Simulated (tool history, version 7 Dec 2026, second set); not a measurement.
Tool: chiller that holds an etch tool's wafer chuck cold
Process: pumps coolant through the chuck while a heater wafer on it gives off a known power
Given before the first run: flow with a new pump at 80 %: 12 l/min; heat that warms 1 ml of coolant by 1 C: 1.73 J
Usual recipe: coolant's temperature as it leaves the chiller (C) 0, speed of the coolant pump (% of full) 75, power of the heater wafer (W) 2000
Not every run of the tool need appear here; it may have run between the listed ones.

run,hour,coolant's temperature as it leaves the chiller (C),speed of the coolant pump (% of full),power of the heater wafer (W),chuck's temperature once it has settled (C),how much warmer the coolant comes back (C)
1,0.0,0,75,2000,20.9,6.31
2,30.5,0,75,1872,19.7,5.89
3,62.3,0,75,1872,19.8,5.86
4,78.2,6,75,1872,25.8,5.88
5,112.0,0,75,2000,21.2,6.32
6,147.5,0,75,2000,21.1,6.31
7,164.1,0,78,2000,20.5,6.01
# hour 171.4: coolant pump overhauled
8,204.1,0,78,2000,20.7,6.07
9,238.8,0,79,2000,20.6,6.03
10,254.8,0,79,2000,20.6,5.97
11,274.0,0,88,1610,15.4,4.29
# hour 302.6: coolant pump overhauled, once more
12,308.3,0,86,1040,10.1,2.80
13,335.0,0,86,1040,10.0,2.79
14,370.6,-7,86,2711,18.9,7.20
15,385.6,-7,86,2711,18.7,7.32
16,411.5,0,89,2000,18.5,5.17
17,427.1,0,89,2000,18.4,5.17
18,450.0,2,97,2000,19.3,4.63
19,465.3,2,97,2000,19.4,4.67

The logged runs with the hidden state left out (each run's random variation unchanged):
Hidden state present: heat passed by the chuck's channels, % of clean ones'; flow at a given pump speed, % of a new pump's; coolant's true temperature over the reading, C; drift of the gauge itself on chuck_c, C; drift of the gauge itself on warmer_back_c, C.
run,chuck's temperature once it has settled (C),how much warmer the coolant comes back (C)
1,19.0,6.23
2,17.9,5.81
3,18.0,5.78
4,24.0,5.79
5,19.3,6.23
6,19.1,6.20
7,18.6,5.91
8,18.6,5.92
9,18.5,5.88
10,18.5,5.81
11,13.7,4.17
12,9.1,2.80
13,8.9,2.78
14,16.6,7.18
15,16.4,7.29
16,16.7,5.15
17,16.7,5.14
18,17.6,4.61
19,17.6,4.65
